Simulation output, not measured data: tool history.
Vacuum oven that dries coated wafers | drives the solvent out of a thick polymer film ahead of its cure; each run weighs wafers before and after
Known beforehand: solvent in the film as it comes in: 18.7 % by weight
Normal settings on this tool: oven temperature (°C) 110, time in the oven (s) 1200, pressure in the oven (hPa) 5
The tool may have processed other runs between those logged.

{"run": 1, "hour": 0.0, "oven temperature (°C)": 110, "time in the oven (s)": 1200, "pressure in the oven (hPa)": 5, "solvent left in the film (%)": 1.26}
{"run": 2, "hour": 26.9, "oven temperature (°C)": 110, "time in the oven (s)": 1620, "pressure in the oven (hPa)": 5, "solvent left in the film (%)": 0.74}
{"run": 3, "hour": 58.9, "oven temperature (°C)": 110, "time in the oven (s)": 1620, "pressure in the oven (hPa)": 5, "solvent left in the film (%)": 0.76}
{"run": 4, "hour": 107.4, "oven temperature (°C)": 110, "time in the oven (s)": 1200, "pressure in the oven (hPa)": 4.67, "solvent left in the film (%)": 1.24}
{"run": 5, "hour": 129.1, "oven temperature (°C)": 110, "time in the oven (s)": 1200, "pressure in the oven (hPa)": 5, "solvent left in the film (%)": 1.27}
{"run": 6, "hour": 156.4, "oven temperature (°C)": 110, "time in the oven (s)": 1200, "pressure in the oven (hPa)": 5, "solvent left in the film (%)": 1.27}
{"run": 7, "hour": 197.2, "oven temperature (°C)": 110, "time in the oven (s)": 1200, "pressure in the oven (hPa)": 5, "solvent left in the film (%)": 1.32}
{"run": 8, "hour": 224.1, "oven temperature (°C)": 110, "time in the oven (s)": 1200, "pressure in the oven (hPa)": 5, "solvent left in the film (%)": 1.3}
{"run": 9, "hour": 259.9, "oven temperature (°C)": 110, "time in the oven (s)": 1200, "pressure in the oven (hPa)": 5, "solvent left in the film (%)": 1.29}
{"run": 10, "hour": 296.5, "oven temperature (°C)": 110, "time in the oven (s)": 1200, "pressure in the oven (hPa)": 5, "solvent left in the film (%)": 1.29}
{"run": 11, "hour": 320.8, "oven temperature (°C)": 110, "time in the oven (s)": 1200, "pressure in the oven (hPa)": 5, "solvent left in the film (%)": 1.26}
{"run": 12, "hour": 361.5, "oven temperature (°C)": 110, "time in the oven (s)": 1200, "pressure in the oven (hPa)": 5, "solvent left in the film (%)": 1.27}
{"run": 13, "hour": 397.0, "oven temperature (°C)": 110, "time in the oven (s)": 1200, "pressure in the oven (hPa)": 5, "solvent left in the film (%)": 1.28}
{"run": 14, "hour": 423.7, "oven temperature (°C)": 102, "time in the oven (s)": 1200, "pressure in the oven (hPa)": 5, "solvent left in the film (%)": 2.94}
{"run": 15, "hour": 470.0, "oven temperature (°C)": 110, "time in the oven (s)": 1740, "pressure in the oven (hPa)": 5, "solvent left in the film (%)": 0.74}
{"run": 16, "hour": 489.7, "oven temperature (°C)": 110, "time in the oven (s)": 1740, "pressure in the oven (hPa)": 5, "solvent left in the film (%)": 0.72}
{"run": 17, "hour": 514.0, "oven temperature (°C)": 101, "time in the oven (s)": 1200, "pressure in the oven (hPa)": 5, "solvent left in the film (%)": 3.2}
{"run": 18, "hour": 535.7, "oven temperature (°C)": 110, "time in the oven (s)": 1200, "pressure in the oven (hPa)": 5, "solvent left in the film (%)": 1.31}
{"run": 19, "hour": 576.6, "oven temperature (°C)": 113, "time in the oven (s)": 1200, "pressure in the oven (hPa)": 5, "solvent left in the film (%)": 0.94}
{"run": 20, "hour": 612.3, "oven temperature (°C)": 113, "time in the oven (s)": 1200, "pressure in the oven (hPa)": 5, "solvent left in the film (%)": 0.94}
{"run": 21, "hour": 635.6, "oven temperature (°C)": 110, "time in the oven (s)": 1200, "pressure in the oven (hPa)": 5, "solvent left in the film (%)": 1.31}
{"run": 22, "hour": 656.3, "oven temperature (°C)": 110, "time in the oven (s)": 1200, "pressure in the oven (hPa)": 5, "solvent left in the film (%)": 1.31}
{"run": 23, "hour": 691.6, "oven temperature (°C)": 110, "time in the oven (s)": 1200, "pressure in the oven (hPa)": 5, "solvent left in the film (%)": 1.31}
{"run": 24, "hour": 719.7, "oven temperature (°C)": 110, "time in the oven (s)": 1200, "pressure in the oven (hPa)": 5, "solvent left in the film (%)": 1.31}
{"run": 25, "hour": 753.4, "oven temperature (°C)": 110, "time in the oven (s)": 1200, "pressure in the oven (hPa)": 5, "solvent left in the film (%)": 1.32}
{"run": 26, "hour": 801.1, "oven temperature (°C)": 99, "time in the oven (s)": 1020, "pressure in the oven (hPa)": 9.48, "solvent left in the film (%)": 4.95}
{"run": 27, "hour": 826.0, "oven temperature (°C)": 101, "time in the oven (s)": 1020, "pressure in the oven (hPa)": 4.29, "solvent left in the film (%)": 3.87}
{"run": 28, "hour": 867.0, "oven temperature (°C)": 101, "time in the oven (s)": 1020, "pressure in the oven (hPa)": 4.29, "solvent left in the film (%)": 3.89}
{"run": 29, "hour": 904.8, "oven temperature (°C)": 110, "time in the oven (s)": 780, "pressure in the oven (hPa)": 5, "solvent left in the film (%)": 3.12}
{"run": 30, "hour": 940.8, "oven temperature (°C)": 116, "time in the oven (s)": 1980, "pressure in the oven (hPa)": 16.34, "solvent left in the film (%)": 1.26}
{"run": 31, "hour": 974.2, "oven temperature (°C)": 102, "time in the oven (s)": 1200, "pressure in the oven (hPa)": 2.63, "solvent left in the film (%)": 3.2}
{"run": 32, "hour": 1006.0, "oven temperature (°C)": 105, "time in the oven (s)": 1200, "pressure in the oven (hPa)": 3.15, "solvent left in the film (%)": 2.47}
{"run": 33, "hour": 1034.8, "oven temperature (°C)": 113, "time in the oven (s)": 1200, "pressure in the oven (hPa)": 5, "solvent left in the film (%)": 1.17}
{"run": 34, "hour": 1059.9, "oven temperature (°C)": 117, "time in the oven (s)": 1200, "pressure in the oven (hPa)": 5, "solvent left in the film (%)": 0.75}
{"run": 35, "hour": 1085.8, "oven temperature (°C)": 117, "time in the oven (s)": 1200, "pressure in the oven (hPa)": 5, "solvent left in the film (%)": 0.78}
{"run": 36, "hour": 1131.4, "oven temperature (°C)": 117, "time in the oven (s)": 1200, "pressure in the oven (hPa)": 5, "solvent left in the film (%)": 0.6}
{"run": 37, "hour": 1154.2, "oven temperature (°C)": 117, "time in the oven (s)": 720, "pressure in the oven (hPa)": 3.62, "solvent left in the film (%)": 1.63}
{"run": 38, "hour": 1178.4, "oven temperature (°C)": 97, "time in the oven (s)": 1200, "pressure in the oven (hPa)": 5, "solvent left in the film (%)": 4.67}
{"run": 39, "hour": 1223.3, "oven temperature (°C)": 97, "time in the oven (s)": 1200, "pressure in the oven (hPa)": 5, "solvent left in the film (%)": 4.7}
{"run": 40, "hour": 1267.1, "oven temperature (°C)": 97, "time in the oven (s)": 1200, "pressure in the oven (hPa)": 5, "solvent left in the film (%)": 4.61}
{"run": 41, "hour": 1291.7, "oven temperature (°C)": 97, "time in the oven (s)": 1620, "pressure in the oven (hPa)": 2.73, "solvent left in the film (%)": 2.98}
{"run": 42, "hour": 1324.5, "oven temperature (°C)": 111, "time in the oven (s)": 1200, "pressure in the oven (hPa)": 5, "solvent left in the film (%)": 1.22}
{"run": 43, "hour": 1362.6, "oven temperature (°C)": 110, "time in the oven (s)": 1440, "pressure in the oven (hPa)": 3.76, "solvent left in the film (%)": 0.89}
{"run": 44, "hour": 1385.7, "oven temperature (°C)": 96, "time in the oven (s)": 1200, "pressure in the oven (hPa)": 5, "solvent left in the film (%)": 5.03}
{"run": 45, "hour": 1412.8, "oven temperature (°C)": 123, "time in the oven (s)": 1200, "pressure in the oven (hPa)": 5, "solvent left in the film (%)": 0.38}
{"run": 46, "hour": 1447.4, "oven temperature (°C)": 99, "time in the oven (s)": 600, "pressure in the oven (hPa)": 7.13, "solvent left in the film (%)": 7.8}
{"run": 47, "hour": 1474.4, "oven temperature (°C)": 103, "time in the oven (s)": 1500, "pressure in the oven (hPa)": 4.39, "solvent left in the film (%)": 1.97}
{"run": 48, "hour": 1495.2, "oven temperature (°C)": 103, "time in the oven (s)": 1080, "pressure in the oven (hPa)": 14.52, "solvent left in the film (%)": 4.18}

Withheld: 3 entries from between the runs. Position of each, and hidden state at the listed run before versus the listed run after:
From run 28 to run 29: oven's thermocouples calibrated (hour 898.8)
  true wafer temperature over the reading, C: 1.05 -> -0.57; true pressure over the reading, kPa: 0.238 -> 0.243
  the result without the hidden state subtracted from the measured one, solvent left in the film (%): -0.12 -> +0.32
From run 31 to run 32: vacuum gauge cleaned of residue and calibrated (hour 978.8)
  true wafer temperature over the reading, C: -0.55 -> -0.53; true pressure over the reading, kPa: 0.254 -> 0.292
  the result without the hidden state subtracted from the measured one, solvent left in the film (%): +0.38 -> +0.37
From run 35 to run 36: vacuum gauge cleaned of residue and calibrated, once more (hour 1110.2)
  true wafer temperature over the reading, C: -0.5 -> -0.49; true pressure over the reading, kPa: 0.304 -> 0.014
  the result without the hidden state subtracted from the measured one, solvent left in the film (%): +0.23 -> +0.05

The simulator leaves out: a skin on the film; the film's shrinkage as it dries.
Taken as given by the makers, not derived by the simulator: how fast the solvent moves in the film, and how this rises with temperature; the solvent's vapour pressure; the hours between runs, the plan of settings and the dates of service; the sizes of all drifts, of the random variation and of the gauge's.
